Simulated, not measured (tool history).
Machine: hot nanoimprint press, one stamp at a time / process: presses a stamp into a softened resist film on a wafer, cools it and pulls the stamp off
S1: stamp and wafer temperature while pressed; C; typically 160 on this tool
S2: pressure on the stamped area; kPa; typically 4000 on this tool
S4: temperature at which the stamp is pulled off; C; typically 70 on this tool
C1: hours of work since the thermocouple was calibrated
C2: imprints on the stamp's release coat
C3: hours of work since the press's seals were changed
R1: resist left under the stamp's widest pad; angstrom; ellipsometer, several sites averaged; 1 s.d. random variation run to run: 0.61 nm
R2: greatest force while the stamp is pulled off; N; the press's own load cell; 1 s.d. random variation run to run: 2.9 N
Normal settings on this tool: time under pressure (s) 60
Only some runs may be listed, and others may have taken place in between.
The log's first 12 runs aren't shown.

{"run": 13, "day": 7.388, "S1": 160, "S2": 2510, "time under pressure (s)": 60, "S4": 70, "C1": 178, "C2": 231, "C3": 242, "R1": 1417, "R2": 140}
{"run": 14, "day": 7.85, "S1": 164, "S2": 4000, "time under pressure (s)": 60, "S4": 70, "C1": 183, "C2": 269, "C3": 248, "R1": 986, "R2": 145}
{"run": 15, "day": 8.588, "S1": 164, "S2": 4000, "time under pressure (s)": 60, "S4": 70, "C1": 192, "C2": 328, "C3": 257, "R1": 993, "R2": 141}
{"day": 8.754, "done": "plate thermocouple calibrated"}
{"run": 16, "day": 9.483, "S1": 164, "S2": 4000, "time under pressure (s)": 60, "S4": 70, "C1": 9, "C2": 391, "C3": 266, "R1": 1005, "R2": 147}
{"run": 17, "day": 10.025, "S1": 160, "S2": 3590, "time under pressure (s)": 54, "S4": 70, "C1": 15, "C2": 435, "C3": 272, "R1": 1279, "R2": 145}
{"run": 18, "day": 10.654, "S1": 160, "S2": 3590, "time under pressure (s)": 54, "S4": 70, "C1": 23, "C2": 486, "C3": 280, "R1": 1285, "R2": 149}
{"run": 19, "day": 11.15, "S1": 160, "S2": 4000, "time under pressure (s)": 33, "S4": 55, "C1": 29, "C2": 527, "C3": 286, "R1": 1489, "R2": 184}
{"run": 20, "day": 11.725, "S1": 160, "S2": 4000, "time under pressure (s)": 33, "S4": 55, "C1": 36, "C2": 573, "C3": 293, "R1": 1477, "R2": 186}
{"run": 21, "day": 12.529, "S1": 160, "S2": 4000, "time under pressure (s)": 33, "S4": 55, "C1": 46, "C2": 639, "C3": 303, "R1": 1467, "R2": 180}
{"day": 13.396, "done": "plate thermocouple calibrated, once more"}
{"run": 22, "day": 13.467, "S1": 156, "S2": 4000, "time under pressure (s)": 36, "S4": 75, "C1": 1, "C2": 705, "C3": 313, "R1": 1619, "R2": 142}
{"run": 23, "day": 13.8, "S1": 163, "S2": 4000, "time under pressure (s)": 55, "S4": 70, "C1": 5, "C2": 732, "C3": 317, "R1": 1068, "R2": 155}
{"run": 24, "day": 14.608, "S1": 169, "S2": 4000, "time under pressure (s)": 116, "S4": 74, "C1": 15, "C2": 798, "C3": 327, "R1": 597, "R2": 144}
{"run": 25, "day": 15.383, "S1": 169, "S2": 5300, "time under pressure (s)": 116, "S4": 55, "C1": 24, "C2": 860, "C3": 336, "R1": 527, "R2": 197}
{"run": 26, "day": 15.821, "S1": 160, "S2": 4000, "time under pressure (s)": 60, "S4": 60, "C1": 29, "C2": 896, "C3": 341, "R1": 1140, "R2": 178}
{"run": 27, "day": 16.321, "S1": 156, "S2": 4610, "time under pressure (s)": 44, "S4": 60, "C1": 36, "C2": 937, "C3": 347, "R1": 1456, "R2": 183}
{"day": 16.812, "done": "stamp cleaned and given a new release coat"}
{"run": 28, "day": 17.05, "S1": 160, "S2": 4690, "time under pressure (s)": 42, "S4": 70, "C1": 41, "C2": 20, "C3": 353, "R1": 1233, "R2": 135}
{"run": 29, "day": 17.546, "S1": 167, "S2": 3010, "time under pressure (s)": 69, "S4": 70, "C1": 47, "C2": 60, "C3": 359, "R1": 946, "R2": 131}
{"run": 30, "day": 18.3, "S1": 167, "S2": 3060, "time under pressure (s)": 69, "S4": 59, "C1": 57, "C2": 121, "C3": 369, "R1": 936, "R2": 157}

Consider 4 possible next runs. They are alternatives, not a sequence: every one starts from the tool as it was left by run 30. What does each give?
{"run": "A", "day": 18.9, "S1": 160, "S2": 4000, "time under pressure (s)": 60, "S4": 63, "C1": 64, "C2": 170, "C3": 376, "R1": "?", "R2": "?"}
{"run": "B", "day": 18.9, "S1": 160, "S2": 4000, "time under pressure (s)": 60, "S4": 60, "C1": 64, "C2": 170, "C3": 376, "R1": "?", "R2": "?"}
{"run": "C", "day": 18.9, "S1": 167, "S2": 4440, "time under pressure (s)": 100, "S4": 59, "C1": 64, "C2": 170, "C3": 376, "R1": "?", "R2": "?"}
{"run": "D", "day": 18.9, "S1": 151, "S2": 5980, "time under pressure (s)": 69, "S4": 59, "C1": 64, "C2": 170, "C3": 376, "R1": "?", "R2": "?"}

run=A R1=1152 R2=151
run=B R1=1153 R2=159
run=C R1=663 R2=160
run=D R1=1343 R2=161
Had the tool no hidden state, the same runs would have come out as:
run=A R1=1151 R2=146
run=B R1=1151 R2=154
run=C R1=661 R2=155
run=D R1=1338 R2=155
